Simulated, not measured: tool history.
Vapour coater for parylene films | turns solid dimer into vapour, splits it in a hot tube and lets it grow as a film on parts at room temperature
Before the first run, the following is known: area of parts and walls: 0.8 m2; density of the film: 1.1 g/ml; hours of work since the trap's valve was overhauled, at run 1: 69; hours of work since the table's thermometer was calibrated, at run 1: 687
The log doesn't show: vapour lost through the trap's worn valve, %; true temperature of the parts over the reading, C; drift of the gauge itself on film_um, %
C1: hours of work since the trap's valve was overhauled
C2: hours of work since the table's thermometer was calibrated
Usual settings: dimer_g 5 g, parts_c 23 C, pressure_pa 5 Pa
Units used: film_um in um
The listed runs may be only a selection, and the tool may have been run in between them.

Run 1, day 0: usual settings; C1 69; C2 687. Result: film_um 4.18 um.
Run 2, day 0.512: usual settings; C1 79; C2 696. Result: film_um 4.25 um.
Run 3, day 1.025: usual settings; C1 88; C2 705. Result: film_um 4.23 um.
Run 4, day 1.538: usual settings; C1 97; C2 714. Result: film_um 4.17 um.
Run 5, day 2.188: usual settings; C1 108; C2 726. Result: film_um 4.14 um.
Run 6, day 3.042: usual settings; C1 123; C2 741. Result: film_um 4.13 um.
Run 7, day 3.554: usual settings but parts_c 18 C; C1 132; C2 750. Result: film_um 4.65 um.
Run 8, day 4.467: usual settings but parts_c 31 C, pressure_pa 5.42 Pa; C1 149; C2 766. Result: film_um 3.34 um.
Run 9, day 5.275: usual settings but parts_c 31 C, pressure_pa 2.15 Pa; C1 163; C2 781. Result: film_um 3.74 um.
At day 5.517: trap's valve overhauled.
Run 10, day 6.2: usual settings but dimer_g 6 g, parts_c 24 C, pressure_pa 2.73 Pa; C1 12; C2 794. Result: film_um 5.03 um.
Run 11, day 6.767: usual settings but dimer_g 7 g, parts_c 16 C, pressure_pa 2.73 Pa; C1 22; C2 804. Result: film_um 7.05 um.
Run 12, day 7.458: usual settings but dimer_g 7 g, parts_c 16 C, pressure_pa 2.73 Pa; C1 34; C2 816. Result: film_um 7.03 um.
Run 13, day 8.254: usual settings but dimer_g 2 g, parts_c 16 C, pressure_pa 2.73 Pa; C1 48; C2 830. Result: film_um 1.97 um.

Here are 3 independent what-if runs from the current tool condition. What would each one return?
Run A, day 9.088: usual settings but parts_c 25 C; C1 63; C2 845. Result: film_um ?.
Run B, day 9.088: usual settings but parts_c 22 C; C1 63; C2 845. Result: film_um ?.
Run C, day 9.088: usual settings but dimer_g 3 g, parts_c 16 C, pressure_pa 2.73 Pa; C1 63; C2 845. Result: film_um ?.

run  film_um
  A     3.77
  B     4.06
  C     3.01
Had the tool no hidden state, the same runs would have come out as:
run  film_um
  A     4.06
  B     4.36
  C     3.24

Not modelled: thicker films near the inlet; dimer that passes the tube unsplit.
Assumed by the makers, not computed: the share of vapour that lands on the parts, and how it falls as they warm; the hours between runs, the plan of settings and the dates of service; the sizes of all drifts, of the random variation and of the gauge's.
